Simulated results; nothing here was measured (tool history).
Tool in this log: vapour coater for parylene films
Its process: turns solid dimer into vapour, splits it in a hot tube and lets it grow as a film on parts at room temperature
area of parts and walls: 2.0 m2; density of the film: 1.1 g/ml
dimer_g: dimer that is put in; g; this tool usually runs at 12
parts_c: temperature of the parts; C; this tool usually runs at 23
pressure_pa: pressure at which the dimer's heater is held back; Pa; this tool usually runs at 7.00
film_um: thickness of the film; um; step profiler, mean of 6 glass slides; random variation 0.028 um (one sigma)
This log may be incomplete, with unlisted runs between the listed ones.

run   hour  dimer_g  parts_c  pressure_pa  film_um
  1    0.0       12       23         7.00     2.30
  2   18.2       12       23         7.00     2.36
  3   26.4       12       23         3.45     2.56
  4   40.5       12       23         3.45     2.62
  5   52.9       12       23         3.45     2.59
  6   67.1       12       23         7.00     2.34
  7   85.8       12       23         7.00     2.34
  8   94.7       12       23         7.00     2.36
  9  104.1       12       23         7.00     2.35
 10  120.5       12       23         7.00     2.32
 11  129.4       12       23         7.00     2.37
 12  140.7       12       29         4.18     1.97
 13  157.8       12       23         8.27     2.30
 14  173.5        8       17         7.00     1.98
 15  191.8        8       17         7.00     2.02
 16  211.5        8       17         7.00     2.00
 17  230.5        8       34         7.00     0.99
 18  244.9       10       23        11.17     1.80
 19  255.9        9       23        11.12     1.62
 20  268.4       11       25         6.24     2.07
 21  283.3        7       25         7.00     1.28
 22  302.6       12       16         7.00     3.14

Removed from this log: 1 entry logged between the listed runs. Between which two listed runs does each belong, and how does the tool's hidden state at the listed run before it compare with that at the listed run after it?
In the gap between runs 9 and 10: trap's valve overhauled (hour 116.0)
  vapour lost through the trap's worn valve, %: 0.4 -> 0
